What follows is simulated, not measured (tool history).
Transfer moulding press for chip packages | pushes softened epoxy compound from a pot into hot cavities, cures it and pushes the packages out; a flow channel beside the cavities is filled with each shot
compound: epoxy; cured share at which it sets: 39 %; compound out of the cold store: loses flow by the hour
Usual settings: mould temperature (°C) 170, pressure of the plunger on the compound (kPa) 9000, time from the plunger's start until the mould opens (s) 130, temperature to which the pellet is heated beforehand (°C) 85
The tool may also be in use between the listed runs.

run   hour  mould temperature (°C)  pressure of the plunger on the compound (kPa)  time from the plunger's start until the mould opens (s)  temperature to which the pellet is heated beforehand (°C)  incoming compound's hours out of the cold store  length that the compound runs in the flow channel (mm)  greatest force on the pins that push the packages out (N)
  1      0                     170                                           9000                                                      130                                                         85                                             25.9                                                     825                                                        323
      32.8  -- cavities cleaned with cleaning compound and waxed
  2   39.5                     170                                           9000                                                      130                                                         85                                               22                                                     825                                                        255
  3   66.3                     170                                          10990                                                      130                                                         85                                             17.3                                                     928                                                        315
     100.5  -- cavities cleaned with cleaning compound and waxed
  4  104.7                     170                                          10990                                                      130                                                         85                                             33.5                                                     880                                                        246
  5  148.1                     170                                           9000                                                      130                                                         85                                             14.8                                                     831                                                        336
     168.5  -- cavities cleaned with cleaning compound and waxed
  6  170.3                     170                                           9000                                                      130                                                         85                                             42.7                                                     765                                                        229
  7  211.3                     170                                           9000                                                      130                                                         85                                             28.4                                                     799                                                        336
     234.8  -- cavities cleaned with cleaning compound and waxed
  8  254.8                     170                                           9000                                                      130                                                         85                                             36.8                                                     778                                                        292
  9  284.8                     170                                           9000                                                      130                                                         85                                             27.9                                                     789                                                        341
     301.6  -- cavities cleaned with cleaning compound and waxed
 10    324                     170                                           9000                                                      130                                                         85                                             10.5                                                     824                                                        285
     327.9  -- mould's thermocouples calibrated
 11  365.4                     170                                           9000                                                      130                                                         85                                             40.1                                                     761                                                        342
     370.5  -- cavities cleaned with cleaning compound and waxed
     400.1  -- mould's thermocouples calibrated, once more
 12  400.3                     170                                           9000                                                      130                                                         85                                             26.8                                                     769                                                        293
     439.5  -- cavities cleaned with cleaning compound and waxed
 13  440.1                     170                                           9000                                                      130                                                         85                                             18.6                                                     795                                                        227
 14  469.8                     170                                           9000                                                      130                                                         85                                             20.7                                                     788                                                        300
     506.1  -- cavities cleaned with cleaning compound and waxed
 15  516.3                     165                                           9000                                                      131                                                         85                                             19.3                                                     809                                                        332
 16  550.4                     170                                          10130                                                      130                                                         80                                             47.4                                                     761                                                        331
     574.9  -- cavities cleaned with cleaning compound and waxed
     579.9  -- plunger's sealing rings changed
 17  592.2                     170                                          10130                                                      124                                                         89                                             31.6                                                     879                                                        294
 18  636.9                     169                                           6950                                                      124                                                         89                                             38.4                                                     718                                                        392
     643.5  -- cavities cleaned with cleaning compound and waxed
 19  677.9                     169                                           6950                                                      124                                                         89                                             17.6                                                     756                                                        338
       710  -- cavities cleaned with cleaning compound and waxed
 20  714.2                     169                                           6950                                                      124                                                         89                                             19.6                                                     746                                                        272
 21  751.6                     170                                           9000                                                      125                                                         77                                             37.7                                                     792                                                        348
     779.3  -- cavities cleaned with cleaning compound and waxed
 22  781.4                     165                                          10630                                                      152                                                         92                                             10.6                                                     952                                                        245
 23    816                     165                                          10630                                                      152                                                         92                                             13.6                                                     944                                                        323
       849  -- cavities cleaned with cleaning compound and waxed
 24  854.1                     165                                           7380                                                      152                                                         92                                               34                                                     738                                                        253
 25  882.8                     165                                           7380                                                      152                                                         92                                             42.2                                                     722                                                        315
       916  -- cavities cleaned with cleaning compound and waxed
 26  926.6                     166                                           8530                                                      130                                                         85                                             16.6                                                     815                                                        313
 27  969.2                     166                                           8530                                                      130                                                         85                                             30.6                                                     788                                                        404
     982.6  -- cavities cleaned with cleaning compound and waxed
 28   1010                     170                                           9000                                                      167                                                         80                                             43.8                                                     761                                                        269

Forecast each of these 3 alternatives for the next run:
     1051.4  -- cavities cleaned with cleaning compound and waxed
  A  1054.2                     170                                           7900                                                      130                                                         85                                             12.7                                                       ?                                                          ?
     1051.4  -- cavities cleaned with cleaning compound and waxed
  B  1054.2                     170                                           9000                                                      118                                                         85                                             42.3                                                       ?                                                          ?
     1051.4  -- cavities cleaned with cleaning compound and waxed
  C  1054.2                     170                                           9570                                                      125                                                         91                                             26.9                                                       ?                                                          ?

run  length that the compound runs in the flow channel (mm)  greatest force on the pins that push the packages out (N)
  A                                                     775                                                        245
  B                                                     759                                                        267
  C                                                     818                                                        255
Without the tool's hidden state the same runs would have given:
run  length that the compound runs in the flow channel (mm)  greatest force on the pins that push the packages out (N)
  A                                                     825                                                        235
  B                                                     809                                                        257
  C                                                     871                                                        245

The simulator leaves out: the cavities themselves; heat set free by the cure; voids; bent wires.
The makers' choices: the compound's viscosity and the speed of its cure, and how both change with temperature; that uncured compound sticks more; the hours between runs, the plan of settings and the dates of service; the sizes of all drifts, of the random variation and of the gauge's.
